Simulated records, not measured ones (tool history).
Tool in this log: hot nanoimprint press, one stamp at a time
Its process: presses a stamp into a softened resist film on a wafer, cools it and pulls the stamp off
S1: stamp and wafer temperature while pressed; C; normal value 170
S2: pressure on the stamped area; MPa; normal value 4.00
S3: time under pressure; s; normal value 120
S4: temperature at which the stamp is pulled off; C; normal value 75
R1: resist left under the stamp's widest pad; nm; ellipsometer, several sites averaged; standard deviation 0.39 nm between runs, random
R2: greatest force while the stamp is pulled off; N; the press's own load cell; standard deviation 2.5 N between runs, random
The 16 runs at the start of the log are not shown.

Run 17, hour 409.7: usual settings but S1 158 C, S2 2.81 MPa, S4 76 C. Result: R1 174.4 nm, R2 144 N.
Run 18, hour 424.4: usual settings but S1 158 C, S2 4.03 MPa, S3 107 s, S4 76 C. Result: R1 158.6 nm, R2 144 N.
Run 19, hour 446.2: usual settings but S1 167 C, S2 4.03 MPa, S3 107 s, S4 62 C. Result: R1 110.9 nm, R2 187 N.
Run 20, hour 463.2: usual settings but S1 167 C, S2 4.03 MPa, S3 107 s, S4 62 C. Result: R1 109.7 nm, R2 193 N.
Run 21, hour 488.1: usual settings but S2 3.70 MPa. Result: R1 97.2 nm, R2 147 N.
Run 22, hour 509.2: usual settings but S2 6.34 MPa. Result: R1 73.0 nm, R2 152 N.
At hour 530.5: plate thermocouple calibrated.
Run 23, hour 530.5: usual settings but S2 5.98 MPa, S3 68 s, S4 63 C. Result: R1 99.3 nm, R2 199 N.
Run 24, hour 546.0: usual settings but S2 5.98 MPa, S3 68 s, S4 63 C. Result: R1 99.1 nm, R2 201 N.
Run 25, hour 574.3: usual settings but S2 5.40 MPa, S4 61 C. Result: R1 83.8 nm, R2 214 N.
Run 26, hour 595.5: usual settings but S3 66 s, S4 76 C. Result: R1 121.1 nm, R2 161 N.
At hour 616.8: stamp cleaned and given a new release coat.
Run 27, hour 629.8: usual settings but S1 168 C, S2 4.87 MPa, S3 160 s, S4 83 C. Result: R1 86.5 nm, R2 101 N.
Run 28, hour 657.6: usual settings but S2 3.81 MPa, S3 230 s, S4 81 C. Result: R1 78.7 nm, R2 103 N.
At hour 678.8: press's hydraulic seals changed and the load cell set to zero.
Run 29, hour 695.9: usual settings but S1 181 C, S2 3.02 MPa, S3 183 s, S4 66 C. Result: R1 61.8 nm, R2 145 N.
Run 30, hour 716.8: usual settings but S2 4.55 MPa. Result: R1 88.4 nm, R2 120 N.

Below are 3 alternative next runs, each starting from the tool's condition after run 30. Predict each:
Run A, hour 739.7: usual settings but S1 164 C. Result: R1 ?, R2 ?.
Run B, hour 739.7: usual settings but S2 4.31 MPa, S3 198 s. Result: R1 ?, R2 ?.
Run C, hour 739.7: usual settings but S2 4.56 MPa, S3 87 s. Result: R1 ?, R2 ?.

run     R1   R2
  A  123.1  123
  B   75.4  124
  C   99.9  124
With the hidden condition removed and each run's random variation left untouched, the same runs would have given:
run     R1   R2
  A  123.2  115
  B   75.5  115
  C  100.0  115

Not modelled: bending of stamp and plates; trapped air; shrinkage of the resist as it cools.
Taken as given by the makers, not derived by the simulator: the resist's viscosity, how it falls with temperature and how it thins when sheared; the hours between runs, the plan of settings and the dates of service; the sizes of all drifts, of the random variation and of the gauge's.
